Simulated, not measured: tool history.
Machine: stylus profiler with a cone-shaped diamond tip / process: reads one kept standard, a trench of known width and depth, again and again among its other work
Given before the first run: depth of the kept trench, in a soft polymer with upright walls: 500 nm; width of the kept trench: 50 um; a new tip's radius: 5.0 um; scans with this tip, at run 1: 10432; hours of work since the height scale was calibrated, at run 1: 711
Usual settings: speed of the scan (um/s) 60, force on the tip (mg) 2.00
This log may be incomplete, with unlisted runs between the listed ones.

| run | hour | speed of the scan (um/s) | force on the tip (mg) | scans with this tip | hours of work since the height scale was calibrated | depth of the trench (Å) | width of the trench's floor (nm) |
|---|---|---|---|---|---|---|---|
| 1 | 0.0 | 60 | 2.00 | 10432 | 711 | 5046.3 | 43420 |
| 2 | 20.7 | 60 | 2.00 | 10599 | 723 | 5049.1 | 43350 |
| 3 | 47.5 | 60 | 2.00 | 10815 | 737 | 5047.2 | 43430 |
| 4 | 67.2 | 60 | 2.00 | 10973 | 748 | 5047.2 | 43330 |
| 5 | 88.5 | 60 | 2.00 | 11144 | 760 | 5047.9 | 43340 |
| 6 | 112.7 | 60 | 2.00 | 11339 | 773 | 5047.3 | 43270 |
| 7 | 137.6 | 60 | 2.00 | 11539 | 787 | 5047.9 | 43260 |
| 8 | 168.8 | 60 | 2.00 | 11790 | 804 | 5047.5 | 43200 |
| 9 | 207.2 | 60 | 2.00 | 12099 | 825 | 5047.1 | 43180 |
| 10 | 227.3 | 60 | 2.00 | 12261 | 836 | 5046.5 | 43140 |
| 11 | 249.2 | 60 | 2.00 | 12436 | 848 | 5047.3 | 43140 |
| 12 | 274.8 | 204 | 2.00 | 12642 | 862 | 5044.3 | 42100 |
| 13 | 309.2 | 204 | 2.00 | 12920 | 881 | 5046.6 | 42080 |
| 14 | 335.5 | 204 | 2.00 | 13130 | 895 | 5045.0 | 42000 |
| 15 | 374.0 | 26 | 4.66 | 13440 | 916 | 5084.5 | 43310 |
| 16 | 396.0 | 26 | 4.66 | 13617 | 928 | 5082.5 | 43300 |
| 17 | 418.1 | 26 | 4.66 | 13795 | 941 | 5085.5 | 43280 |
| 18 | 458.6 | 86 | 1.28 | 14121 | 963 | 5032.5 | 42560 |
| 19 | 494.4 | 104 | 0.99 | 14408 | 982 | 5025.5 | 42230 |
| 20 | 522.7 | 104 | 0.99 | 14636 | 998 | 5026.3 | 42170 |
| 21 | 561.5 | 19 | 0.75 | 14948 | 1019 | 5020.3 | 42970 |
| 22 | 599.3 | 19 | 0.75 | 15252 | 1040 | 5018.6 | 42980 |
| 23 | 623.0 | 19 | 0.75 | 15443 | 1053 | 5020.2 | 42890 |
| 24 | 642.6 | 147 | 0.71 | 15601 | 1064 | 5019.3 | 41360 |
| 25 | 665.6 | 36 | 1.07 | 15786 | 1076 | 5027.8 | 42780 |
| 26 | 697.3 | 36 | 1.07 | 16040 | 1094 | 5026.6 | 42740 |
| 27 | 727.4 | 26 | 1.35 | 16282 | 1110 | 5032.3 | 42860 |

What if the next run were any one of these 3? Each begins from the tool's condition after run 27:
| A | 763.5 | 123 | 1.35 | 16573 | 1130 | ? | ? |
| B | 763.5 | 24 | 4.18 | 16573 | 1130 | ? | ? |
| C | 763.5 | 173 | 4.56 | 16573 | 1130 | ? | ? |

| run | depth of the trench (Å) | width of the trench's floor (nm) |
|---|---|---|
| A | 5031.3 | 41950 |
| B | 5075.2 | 42900 |
| C | 5080.0 | 42200 |
Take away the tool's hidden state, keep each run's random variation, and the runs would have read:
| run | depth of the trench (Å) | width of the trench's floor (nm) |
|---|---|---|
| A | 5038.7 | 44580 |
| B | 5082.7 | 45520 |
| C | 5087.4 | 44820 |
